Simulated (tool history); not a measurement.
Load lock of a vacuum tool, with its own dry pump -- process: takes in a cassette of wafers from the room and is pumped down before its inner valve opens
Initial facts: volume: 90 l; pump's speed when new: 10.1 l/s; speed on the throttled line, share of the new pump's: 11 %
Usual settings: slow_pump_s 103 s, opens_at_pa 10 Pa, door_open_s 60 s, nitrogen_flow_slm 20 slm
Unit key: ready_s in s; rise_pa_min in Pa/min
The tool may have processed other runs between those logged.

run	hour	slow_pump_s	opens_at_pa	door_open_s	nitrogen_flow_slm	incoming humidity of the room's air, %	ready_s	rise_pa_min
1	0.0	103	10	60	20	48.7	179.7	0.361
2	246.2	103	10	60	20	44.0	178.2	0.370
3	389.5	103	10	60	20	43.2	179.0	0.383
4	594.4	103	10	60	20	40.5	179.9	0.394
5	718.6	103	10	60	20	43.0	178.7	0.406
6	915.0	103	10	60	20	44.4	177.0	0.433
7	1026.1	88	10	60	20	49.8	166.5	0.446
8	1236.7	88	10	60	20	46.7	165.2	0.448
9	1341.0	88	10	60	20	46.0	164.5	0.454
10	1478.4	88	10	60	20	42.6	167.0	0.458
11	1711.0	103	10	60	20	46.1	179.7	0.480
12	1845.3	103	10	60	20	43.8	180.5	0.489
13	2042.9	103	10	30	20	42.3	180.6	0.507
14	2228.2	103	10	60	20	45.9	178.7	0.516
15	2360.3	103	10	60	20	46.0	180.2	0.538
16	2600.9	103	10	118	20	45.5	181.1	0.580
17	2803.5	103	10	118	4	46.0	180.3	0.624

What does the tool deliver on the next run?
18	2999.0	103	10	118	4	45.0	?	?

Run 18 yielded ready_s 181.7 s, rise_pa_min 0.630 Pa/min.
The same run, on a tool lacking any hidden state, would have yielded ready_s 174.5 s, rise_pa_min 0.081 Pa/min.
